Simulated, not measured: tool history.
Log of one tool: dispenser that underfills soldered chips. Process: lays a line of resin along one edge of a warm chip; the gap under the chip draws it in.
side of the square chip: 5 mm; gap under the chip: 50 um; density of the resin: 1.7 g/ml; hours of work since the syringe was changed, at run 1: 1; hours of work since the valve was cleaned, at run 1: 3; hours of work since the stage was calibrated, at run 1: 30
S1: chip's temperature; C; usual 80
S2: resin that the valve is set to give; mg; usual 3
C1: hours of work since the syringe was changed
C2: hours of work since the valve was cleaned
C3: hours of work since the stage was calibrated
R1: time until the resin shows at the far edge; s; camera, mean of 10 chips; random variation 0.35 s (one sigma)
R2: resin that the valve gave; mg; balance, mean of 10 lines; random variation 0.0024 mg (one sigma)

run	day	S1	S2	C1	C2	C3	R1	R2
1	0	80	3	1	3	30	20.8	2.998
2	0.138	80	3	3	5	33	23.5	2.994
3	0.283	84	3	6	7	35	23.8	2.999
# day 0.408: new syringe of resin
4	0.521	84	3	2	11	38	17.3	2.995
5	0.683	84	3	4	13	41	21.1	2.991
# day 0.892: new syringe of resin
6	0.908	80	3.46	0	17	44	18.4	3.442
7	1.2	77	3.16	5	21	49	29.2	3.141
# day 1.379: new syringe of resin
8	1.388	77	3.16	0	24	51	21.7	3.135
9	1.567	79	3.16	3	27	54	22.7	3.134
10	1.733	68	2.52	5	29	57	49	2.494
# day 1.858: new syringe of resin
11	1.933	84	3.5	1	32	59	16.8	3.463
12	2.112	84	3.5	4	35	62	20	3.462

5 ways to go on from here, each from the tool as it stands after run 12. What would each give?
A	2.283	84	3.22	7	37	65	?	?
B	2.283	94	2.81	7	37	65	?	?
C	2.283	84	2.67	7	37	65	?	?
D	2.283	65	3.2	7	37	65	?	?
E	2.283	75	3.01	7	37	65	?	?

run	R1	R2
A	23.3	3.178
B	16.1	2.775
C	25.4	2.641
D	55.2	3.163
E	35.8	2.98
Without the tool's hidden state the same runs would have given:
run	R1	R2
A	15.3	3.216
B	10.5	2.808
C	16.8	2.673
D	36.6	3.201
E	23.7	3.016
